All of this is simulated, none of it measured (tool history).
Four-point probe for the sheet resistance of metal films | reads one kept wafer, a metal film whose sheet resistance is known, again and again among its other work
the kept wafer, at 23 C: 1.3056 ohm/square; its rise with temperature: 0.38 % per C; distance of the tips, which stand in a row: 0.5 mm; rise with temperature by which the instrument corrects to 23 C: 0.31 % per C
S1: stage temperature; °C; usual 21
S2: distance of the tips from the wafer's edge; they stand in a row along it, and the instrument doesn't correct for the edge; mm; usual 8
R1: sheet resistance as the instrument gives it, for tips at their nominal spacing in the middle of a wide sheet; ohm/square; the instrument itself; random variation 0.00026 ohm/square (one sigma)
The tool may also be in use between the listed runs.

| run | day | S1 | S2 | R1 |
|---|---|---|---|---|
| 1 | 0 | 21 | 8 | 1.301796 |
| 2 | 2.283 | 21 | 8 | 1.301505 |
| 3 | 3.392 | 21 | 8 | 1.302051 |
| 4 | 5.154 | 21 | 8 | 1.302386 |
| 5 | 7.029 | 29 | 8 | 1.308492 |
| 6 | 8.567 | 29 | 8 | 1.309118 |
|  | 10.183 | stage's thermometer calibrated |
| 7 | 10.904 | 29 | 8 | 1.310676 |
| 8 | 12.658 | 23 | 36 | 1.303147 |
| 9 | 14.6 | 34 | 65 | 1.312869 |
| 10 | 17.004 | 34 | 65 | 1.313141 |

3 ways to go on from here, each from the tool as it stands after run 10. What would each give?
| A | 18.158 | 24 | 52 | ? |
| B | 18.158 | 23 | 67 | ? |
| C | 18.158 | 34 | 4 | ? |

| run | R1 |
|---|---|
| A | 1.304255 |
| B | 1.30273 |
| C | 1.323871 |
Without the tool's hidden state the same runs would have given:
| run | R1 |
|---|---|
| A | 1.306439 |
| B | 1.304912 |
| C | 1.326084 |
